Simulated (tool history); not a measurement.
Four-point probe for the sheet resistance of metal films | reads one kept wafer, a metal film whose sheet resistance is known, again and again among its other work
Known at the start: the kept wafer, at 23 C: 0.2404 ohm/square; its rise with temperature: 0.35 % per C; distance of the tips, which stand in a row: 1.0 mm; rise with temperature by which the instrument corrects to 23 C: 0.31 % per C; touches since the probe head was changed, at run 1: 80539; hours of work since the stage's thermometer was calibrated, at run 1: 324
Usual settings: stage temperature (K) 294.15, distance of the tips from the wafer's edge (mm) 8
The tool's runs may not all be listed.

run     day  stage temperature (K)  distance of the tips from the wafer's edge (mm)  touches since the probe head was changed  hours of work since the stage's thermometer was calibrated  sheet resistance as the instrument gives it (ohm/square)
  1   0.000                 294.15                                                8                                     80539                                                         324                                                  0.244185
  2   2.038                 294.15                                                8                                     82051                                                         359                                                  0.244212
  3   3.288                 294.15                                                8                                     82980                                                         381                                                  0.244307
  4   5.771                 294.15                                                6                                     84825                                                         424                                                  0.245882
  5   8.575                 294.15                                                6                                     86910                                                         472                                                  0.245954
  6  10.888                 294.15                                                8                                     88627                                                         512                                                  0.244427
  7  12.667                 294.15                                                8                                     89947                                                         542                                                  0.244355
  8  14.129                 294.15                                                8                                     91034                                                         567                                                  0.244499
  9  16.304                 299.15                                                8                                     92649                                                         605                                                  0.245081
 10  18.779                 299.15                                                8                                     94490                                                         647                                                  0.245095
 11  21.250                 299.15                                                8                                     96324                                                         690                                                  0.245224
 12  23.946                 294.15                                                8                                     98328                                                         736                                                  0.244643
 13  25.338                 294.15                                                8                                     99362                                                         760                                                  0.244648
 14  26.642                 294.15                                                8                                    100330                                                         783                                                  0.244711
 15  28.221                 294.15                                               62                                    101504                                                         810                                                  0.242663
 16  29.717                 294.15                                               51                                    102614                                                         836                                                  0.242826
 17  31.804                 294.15                                               51                                    104164                                                         872                                                  0.242895
 18  33.812                 292.15                                                8                                    105658                                                         906                                                  0.244647
 19  35.908                 292.15                                                8                                    107213                                                         942                                                  0.244692
 20  37.421                 294.15                                                8                                    108339                                                         968                                                  0.244927
 21  40.008                 295.15                                                8                                    110260                                                        1013                                                  0.245119
 22  42.267                 295.15                                                8                                    111938                                                        1052                                                  0.245178
     42.483  -- stage's thermometer calibrated
 23  43.600                 295.15                                                8                                    112912                                                          19                                                  0.245277
 24  45.100                 303.15                                               23                                    114025                                                          45                                                  0.244453
 25  47.721                 303.15                                               23                                    115973                                                          90                                                  0.244464
 26  48.854                 301.15                                               40                                    116816                                                         110                                                  0.244084
 27  50.688                 301.15                                               40                                    118177                                                         141                                                  0.244178
 28  52.371                 307.15                                                9                                    119428                                                         170                                                  0.246323
     52.742  -- stage's thermometer calibrated, once more
 29  54.454                 299.15                                               66                                    120960                                                          29                                                  0.243390
     54.675  -- new probe head fitted
 30  56.842                 294.15                                               16                                      1607                                                          70                                                  0.239190
 31  59.379                 294.15                                               16                                      3492                                                         113                                                  0.239335
 32  61.600                 303.15                                               64                                      5143                                                         152                                                  0.239822
 33  63.517                 291.15                                               43                                      6568                                                         185                                                  0.238593
 34  66.329                 298.15                                               13                                      8657                                                         233                                                  0.240085
 35  67.742                 295.15                                                4                                      9705                                                         257                                                  0.246868
 36  70.392                 306.15                                                8                                     11673                                                         303                                                  0.242328
 37  71.579                 306.15                                                8                                     12556                                                         323                                                  0.242293
 38  73.546                 295.15                                                4                                     14017                                                         357                                                  0.246875
 39  75.471                 298.15                                               17                                     15446                                                         390                                                  0.240111
 40  78.075                 298.15                                               17                                     17382                                                         435                                                  0.240055
 41  80.896                 296.15                                               10                                     19476                                                         484                                                  0.240687
 42  83.679                 296.15                                               10                                     21546                                                         532                                                  0.240754
 43  86.496                 300.15                                               54                                     23638                                                         580                                                  0.240029
 44  89.029                 295.15                                               58                                     25520                                                         624                                                  0.239499
 45  90.988                 300.15                                                5                                     26975                                                         657                                                  0.245058

Forecast each of these 3 alternatives for the next run:
  A  92.750                 300.15                                                5                                     28282                                                         688                                                         ?
  B  92.750                 297.15                                                5                                     28282                                                         688                                                         ?
  C  92.750                 299.15                                               31                                     28282                                                         688                                                         ?

run  sheet resistance as the instrument gives it (ohm/square)
  A                                                  0.245052
  B                                                  0.244855
  C                                                  0.240088
Without the tool's hidden state the same runs would have given:
run  sheet resistance as the instrument gives it (ohm/square)
  A                                                  0.245830
  B                                                  0.245631
  C                                                  0.240851
